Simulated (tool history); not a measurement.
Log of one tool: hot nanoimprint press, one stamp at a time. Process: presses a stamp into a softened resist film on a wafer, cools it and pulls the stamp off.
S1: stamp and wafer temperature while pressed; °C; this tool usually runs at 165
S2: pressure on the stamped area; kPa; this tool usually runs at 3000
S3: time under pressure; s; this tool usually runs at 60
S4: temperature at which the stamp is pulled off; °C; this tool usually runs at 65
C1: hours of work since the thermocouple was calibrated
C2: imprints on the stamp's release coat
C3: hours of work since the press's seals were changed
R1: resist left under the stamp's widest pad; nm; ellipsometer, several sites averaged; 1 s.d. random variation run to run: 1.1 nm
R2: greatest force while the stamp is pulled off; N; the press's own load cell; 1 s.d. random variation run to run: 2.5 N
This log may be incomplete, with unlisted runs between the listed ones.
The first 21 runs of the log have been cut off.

{"run": 22, "hour": 266.4, "S1": 165, "S2": 3000, "S3": 66, "S4": 59, "C1": 289, "C2": 570, "C3": 231, "R1": 167.7, "R2": 192}
{"run": 23, "hour": 279.2, "S1": 165, "S2": 3000, "S3": 66, "S4": 59, "C1": 295, "C2": 601, "C3": 238, "R1": 167.8, "R2": 195}
{"run": 24, "hour": 293.1, "S1": 165, "S2": 3110, "S3": 60, "S4": 65, "C1": 302, "C2": 635, "C3": 245, "R1": 171.2, "R2": 171}
{"run": 25, "hour": 305.4, "S1": 165, "S2": 3110, "S3": 60, "S4": 65, "C1": 308, "C2": 664, "C3": 251, "R1": 173.2, "R2": 176}
{"run": 26, "hour": 317.6, "S1": 172, "S2": 3060, "S3": 55, "S4": 65, "C1": 314, "C2": 694, "C3": 257, "R1": 118.7, "R2": 174}
{"hour": 331.4, "done": "stamp cleaned and given a new release coat"}
{"run": 27, "hour": 340.1, "S1": 172, "S2": 3060, "S3": 55, "S4": 65, "C1": 323, "C2": 21, "C3": 265, "R1": 117.7, "R2": 149}
{"run": 28, "hour": 350.9, "S1": 155, "S2": 3060, "S3": 55, "S4": 65, "C1": 328, "C2": 47, "C3": 270, "R1": 299.3, "R2": 152}
{"run": 29, "hour": 359.3, "S1": 155, "S2": 3060, "S3": 55, "S4": 65, "C1": 332, "C2": 67, "C3": 275, "R1": 297.7, "R2": 154}
{"run": 30, "hour": 368.5, "S1": 155, "S2": 3060, "S3": 55, "S4": 65, "C1": 337, "C2": 89, "C3": 279, "R1": 300.4, "R2": 154}

Below are 3 alternative next runs, each starting from the tool's condition after run 30. Predict each:
{"run": "A", "hour": 380.0, "S1": 155, "S2": 3060, "S3": 87, "S4": 65, "C1": 343, "C2": 117, "C3": 285, "R1": "?", "R2": "?"}
{"run": "B", "hour": 380.0, "S1": 165, "S2": 3000, "S3": 47, "S4": 65, "C1": 343, "C2": 117, "C3": 285, "R1": "?", "R2": "?"}
{"run": "C", "hour": 380.0, "S1": 153, "S2": 3850, "S3": 36, "S4": 65, "C1": 343, "C2": 117, "C3": 285, "R1": "?", "R2": "?"}

run=A R1=268.2 R2=156
run=B R1=193.1 R2=153
run=C R1=330.7 R2=149
With no hidden state in the tool, these same runs would have given:
run=A R1=252.5 R2=148
run=B R1=180 R2=146
run=C R1=318.7 R2=142

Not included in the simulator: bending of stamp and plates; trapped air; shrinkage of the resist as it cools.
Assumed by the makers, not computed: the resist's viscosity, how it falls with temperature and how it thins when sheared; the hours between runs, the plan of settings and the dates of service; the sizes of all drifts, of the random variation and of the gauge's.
